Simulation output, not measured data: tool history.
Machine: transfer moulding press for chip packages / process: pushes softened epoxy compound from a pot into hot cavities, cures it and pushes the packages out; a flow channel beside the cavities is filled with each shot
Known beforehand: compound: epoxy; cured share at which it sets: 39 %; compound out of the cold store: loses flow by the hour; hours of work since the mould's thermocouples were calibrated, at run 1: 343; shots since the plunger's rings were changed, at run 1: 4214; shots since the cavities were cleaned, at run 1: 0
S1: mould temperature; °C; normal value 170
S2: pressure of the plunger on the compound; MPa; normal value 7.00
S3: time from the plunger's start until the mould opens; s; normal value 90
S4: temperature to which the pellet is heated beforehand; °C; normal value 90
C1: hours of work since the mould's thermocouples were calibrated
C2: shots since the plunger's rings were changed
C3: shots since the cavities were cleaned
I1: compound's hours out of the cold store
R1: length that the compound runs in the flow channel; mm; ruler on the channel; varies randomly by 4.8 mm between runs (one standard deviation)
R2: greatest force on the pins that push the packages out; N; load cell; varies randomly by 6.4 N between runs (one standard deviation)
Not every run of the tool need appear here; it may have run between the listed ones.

run,day,S1,S2,S3,S4,C1,C2,C3,I1,R1,R2
1,0.000,170,7.00,90,90,343,4214,0,33.8,580,269
2,1.238,170,7.27,90,90,361,4597,383,16.4,645,284
3,2.217,170,7.27,90,90,376,4900,686,45.1,554,260
# day 3.275: cavities cleaned with cleaning compound and waxed
4,3.762,170,7.27,90,90,398,5359,151,29.2,606,266
# day 4.954: mould's thermocouples calibrated
5,5.525,170,7.27,90,90,9,5879,671,11.2,658,292
# day 6.604: cavities cleaned with cleaning compound and waxed
6,6.688,170,7.00,91,90,25,6218,25,18.8,625,265
# day 8.258: plunger's sealing rings changed
7,8.475,170,7.00,91,90,50,67,546,21.8,619,266
# day 9.996: cavities cleaned with cleaning compound and waxed
8,10.225,170,6.00,90,90,75,588,71,44.8,514,257
9,11.408,170,6.00,90,90,93,955,438,17.8,587,281
10,12.625,170,6.00,90,90,111,1331,814,15.9,587,283
# day 13.229: cavities cleaned with cleaning compound and waxed
11,13.433,170,8.40,90,90,122,1562,64,46.7,600,251
12,14.367,170,7.00,90,90,136,1850,352,41.1,555,264
13,15.446,170,7.00,90,90,152,2185,687,14.9,637,282
# day 16.475: cavities cleaned with cleaning compound and waxed
14,16.788,170,7.00,90,90,171,2580,97,31.6,586,263
15,18.471,170,7.00,90,90,196,3100,617,42.2,560,258
16,19.346,170,7.00,90,90,210,3371,888,17.8,631,273
# day 19.654: cavities cleaned with cleaning compound and waxed
17,21.142,175,8.76,90,90,235,3908,461,13.4,703,210
18,22.396,175,8.76,90,90,254,4295,848,46.6,608,187
# day 22.842: cavities cleaned with cleaning compound and waxed
19,23.883,175,8.76,90,90,275,4735,322,21.2,689,200
20,24.983,175,8.76,90,90,292,5076,663,31.4,641,206
# day 26.108: cavities cleaned with cleaning compound and waxed
21,26.208,170,6.42,90,90,309,5435,31,31.4,556,259
22,27.150,170,6.42,90,90,323,5727,323,11.6,626,289
23,28.788,175,6.82,90,90,348,6234,830,10.8,634,218
# day 29.350: cavities cleaned with cleaning compound and waxed
24,29.796,175,6.82,90,89,362,6526,138,23.8,594,205

Below are 5 alternative next runs, each starting from the tool's condition after run 24. Predict each:
# day 30.392: plunger's sealing rings changed
A,31.542,174,6.66,89,89,386,356,645,46.2,?,?
# day 30.392: plunger's sealing rings changed
B,31.542,176,6.82,90,83,386,356,645,22.5,?,?
# day 30.392: plunger's sealing rings changed
C,31.542,168,6.59,90,89,386,356,645,40.3,?,?
# day 30.392: plunger's sealing rings changed
D,31.542,175,7.66,90,89,386,356,645,39.1,?,?
# day 30.392: plunger's sealing rings changed
E,31.542,165,6.30,90,90,386,356,645,29.7,?,?

run,R1,R2
A,533,214
B,596,204
C,555,295
D,578,196
E,570,385
With the hidden condition removed and each run's random variation left untouched, the same runs would have given:
run,R1,R2
A,533,212
B,596,201
C,555,291
D,578,194
E,570,380

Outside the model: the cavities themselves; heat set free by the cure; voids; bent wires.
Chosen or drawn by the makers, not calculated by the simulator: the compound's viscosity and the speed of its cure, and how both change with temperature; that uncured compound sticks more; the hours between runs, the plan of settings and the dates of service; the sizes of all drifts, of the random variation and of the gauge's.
